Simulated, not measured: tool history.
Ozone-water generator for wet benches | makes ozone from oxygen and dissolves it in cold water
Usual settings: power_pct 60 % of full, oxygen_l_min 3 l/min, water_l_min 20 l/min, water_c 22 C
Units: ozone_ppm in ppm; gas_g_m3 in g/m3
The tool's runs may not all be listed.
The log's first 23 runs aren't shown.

run      day  power_pct  oxygen_l_min  water_l_min  water_c  hours of work since the electrodes were changed  hours of work since the contactor was cleaned  hours of work since the thermometer was calibrated  ozone_ppm  gas_g_m3
 24   76.729         84             3           20       22                                             1960                                            226                                                3617       21.6     290.3
 25   80.712         84             3           20       22                                             2038                                            304                                                3695       21.7     289.8
 26   83.317         84             3           20       22                                             2089                                            354                                                3746       21.4     292.3
 27   85.933         59          2.58           24       22                                             2140                                            405                                                3797         13     234.9
 28   90.083         46          4.87           26       22                                             2221                                            486                                                3878        9.9     125.2
 29   92.162         71             3           26       22                                             2261                                            527                                                3918       14.1     248.3
 30    95.35         71             3           26       22                                             2323                                            589                                                3980       13.8     246.1
 31   98.004         89          3.41           25       22                                             2375                                            641                                                4032         18     278.7
 32  102.658         60          3.12           20       22                                             2466                                            731                                                4123       15.9     205.8
 33  105.521         66             3           20       22                                             2522                                            787                                                4178       17.3     232.2

4 ways to go on from here, each from the tool as it stands after run 33. What would each give?
  A  108.729         66             3           30       21                                             2584                                            850                                                4241          ?         ?
  B  108.729         60             3           20       18                                             2584                                            850                                                4241          ?         ?
  C  108.729         53             3           20       19                                             2584                                            850                                                4241          ?         ?
  D  108.729         66          2.98           20       23                                             2584                                            850                                                4241          ?         ?

run  ozone_ppm  gas_g_m3
  A       11.4     230.3
  B       16.5     212.7
  C       14.4       192
  D       16.5     229.6
Without the tool's hidden state the same runs would have given:
run  ozone_ppm  gas_g_m3
  A       12.5     245.8
  B         18     225.7
  C       15.6     202.2
  D       18.1       245
